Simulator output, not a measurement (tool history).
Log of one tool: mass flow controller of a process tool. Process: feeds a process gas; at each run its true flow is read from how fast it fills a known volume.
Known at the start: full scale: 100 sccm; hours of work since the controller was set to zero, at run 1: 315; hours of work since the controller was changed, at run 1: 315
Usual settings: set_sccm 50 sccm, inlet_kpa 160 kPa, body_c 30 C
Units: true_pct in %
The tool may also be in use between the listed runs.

run    hour  set_sccm  inlet_kpa  body_c  hours of work since the controller was set to zero  hours of work since the controller was changed  true_pct
  1     0.0        50        160      30                                                 315                                             315     99.35
  2   215.3        50        160      30                                                 471                                             471     99.23
  3   362.0        50        160      30                                                 578                                             578     99.39
  4   551.3        50        160      30                                                 715                                             715     99.40
  5   695.5        50        160      30                                                 820                                             820     99.43
  6   871.0        50        160      31                                                 948                                             948     99.37
  7  1109.8        50        160      34                                                1121                                            1121     99.65
  8  1313.7        50        160      34                                                1269                                            1269     99.52
  9  1441.4        50        160      34                                                1362                                            1362     99.72
 10  1630.9        50        160      20                                                1500                                            1500     98.37
 11  1827.3        50        160      20                                                1642                                            1642     98.30
 12  2049.3        50        219      20                                                1803                                            1803     98.02
 13  2193.0        50        219      20                                                1908                                            1908     98.06
 14  2354.2        50        160      35                                                2025                                            2025     99.75
 15  2476.8        50        160      30                                                2114                                            2114     99.28
 16  2649.1        50        160      30                                                2239                                            2239     99.21
 17  2849.3        50        160      30                                                2385                                            2385     99.10
 18  2965.3        50        160      30                                                2469                                            2469     99.24
 19  3223.6        50        160      30                                                2656                                            2656     99.16

Run 20 comes next. What will it give?
 20  3345.3        14        266      34                                                2745                                            2745         ?

Run 20 gave true_pct 98.00 %.
Without the tool's hidden state the same run would have given true_pct 98.01 %.
